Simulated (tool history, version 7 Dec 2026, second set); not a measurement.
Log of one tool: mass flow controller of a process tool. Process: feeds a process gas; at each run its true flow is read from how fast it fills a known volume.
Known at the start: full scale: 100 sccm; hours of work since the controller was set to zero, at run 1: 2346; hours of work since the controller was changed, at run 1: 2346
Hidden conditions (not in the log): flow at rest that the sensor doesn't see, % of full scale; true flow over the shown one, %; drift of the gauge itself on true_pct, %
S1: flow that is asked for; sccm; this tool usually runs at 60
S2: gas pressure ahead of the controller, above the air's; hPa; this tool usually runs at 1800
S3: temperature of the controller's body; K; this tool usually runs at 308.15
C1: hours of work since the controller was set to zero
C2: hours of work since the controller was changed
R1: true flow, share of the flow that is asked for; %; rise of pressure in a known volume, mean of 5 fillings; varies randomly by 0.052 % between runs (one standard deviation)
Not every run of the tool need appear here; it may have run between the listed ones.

{"run": 1, "day": 0.0, "S1": 60, "S2": 1800, "S3": 308.15, "C1": 2346, "C2": 2346, "R1": 99.39}
{"run": 2, "day": 9.917, "S1": 60, "S2": 1800, "S3": 301.15, "C1": 2434, "C2": 2434, "R1": 98.89}
{"run": 3, "day": 19.779, "S1": 60, "S2": 1800, "S3": 301.15, "C1": 2522, "C2": 2522, "R1": 98.64}
{"run": 4, "day": 26.512, "S1": 60, "S2": 1800, "S3": 308.15, "C1": 2582, "C2": 2582, "R1": 98.9}
{"run": 5, "day": 36.55, "S1": 60, "S2": 1800, "S3": 308.15, "C1": 2671, "C2": 2671, "R1": 98.77}
{"run": 6, "day": 45.771, "S1": 60, "S2": 1800, "S3": 308.15, "C1": 2752, "C2": 2752, "R1": 98.55}
{"run": 7, "day": 52.671, "S1": 60, "S2": 1800, "S3": 308.15, "C1": 2814, "C2": 2814, "R1": 98.51}
{"run": 8, "day": 64.125, "S1": 60, "S2": 1800, "S3": 308.15, "C1": 2915, "C2": 2915, "R1": 98.28}
{"run": 9, "day": 71.642, "S1": 60, "S2": 1800, "S3": 308.15, "C1": 2982, "C2": 2982, "R1": 98.16}
{"run": 10, "day": 80.496, "S1": 60, "S2": 1800, "S3": 308.15, "C1": 3060, "C2": 3060, "R1": 98.05}
{"run": 11, "day": 85.583, "S1": 60, "S2": 1800, "S3": 308.15, "C1": 3105, "C2": 3105, "R1": 97.97}
{"run": 12, "day": 91.367, "S1": 60, "S2": 1420, "S3": 308.15, "C1": 3157, "C2": 3157, "R1": 97.93}
{"run": 13, "day": 101.558, "S1": 25, "S2": 1440, "S3": 298.15, "C1": 3247, "C2": 3247, "R1": 96.23}
{"run": 14, "day": 112.129, "S1": 25, "S2": 2280, "S3": 304.15, "C1": 3341, "C2": 3341, "R1": 96.22}
{"run": 15, "day": 118.408, "S1": 15, "S2": 2170, "S3": 307.15, "C1": 3397, "C2": 3397, "R1": 96.13}
{"run": 16, "day": 124.458, "S1": 15, "S2": 2170, "S3": 307.15, "C1": 3450, "C2": 3450, "R1": 96.02}
{"run": 17, "day": 133.762, "S1": 21, "S2": 2750, "S3": 296.15, "C1": 3533, "C2": 3533, "R1": 95.44}
{"run": 18, "day": 141.254, "S1": 48, "S2": 2130, "S3": 308.15, "C1": 3599, "C2": 3599, "R1": 96.75}
{"day": 143.042, "done": "gauge calibrated"}
{"run": 19, "day": 149.808, "S1": 48, "S2": 2130, "S3": 308.15, "C1": 3675, "C2": 3675, "R1": 98.84}
{"run": 20, "day": 156.638, "S1": 75, "S2": 1840, "S3": 296.15, "C1": 3736, "C2": 3736, "R1": 99.06}
{"run": 21, "day": 164.125, "S1": 25, "S2": 2750, "S3": 300.15, "C1": 3802, "C2": 3802, "R1": 97.51}
{"run": 22, "day": 169.054, "S1": 47, "S2": 1730, "S3": 294.15, "C1": 3846, "C2": 3846, "R1": 97.94}
{"run": 23, "day": 174.212, "S1": 47, "S2": 1730, "S3": 294.15, "C1": 3891, "C2": 3891, "R1": 97.77}
{"run": 24, "day": 184.592, "S1": 21, "S2": 1560, "S3": 308.15, "C1": 3983, "C2": 3983, "R1": 97.65}

5 ways to go on from here, each from the tool as it stands after run 24. What would each give?
{"run": "A", "day": 193.479, "S1": 24, "S2": 1560, "S3": 300.15, "C1": 4062, "C2": 4062, "R1": "?"}
{"run": "B", "day": 193.479, "S1": 59, "S2": 1490, "S3": 307.15, "C1": 4062, "C2": 4062, "R1": "?"}
{"run": "C", "day": 193.479, "S1": 54, "S2": 1730, "S3": 294.15, "C1": 4062, "C2": 4062, "R1": "?"}
{"run": "D", "day": 193.479, "S1": 30, "S2": 1800, "S3": 309.15, "C1": 4062, "C2": 4062, "R1": "?"}
{"run": "E", "day": 193.479, "S1": 60, "S2": 2040, "S3": 308.15, "C1": 4062, "C2": 4062, "R1": "?"}

run=A R1=97.11
run=B R1=98.59
run=C R1=97.72
run=D R1=97.73
run=E R1=98.58
With the hidden condition removed and each run's random variation left untouched, the same runs would have given:
run=A R1=97.91
run=B R1=99.40
run=C R1=98.53
run=D R1=98.53
run=E R1=99.39
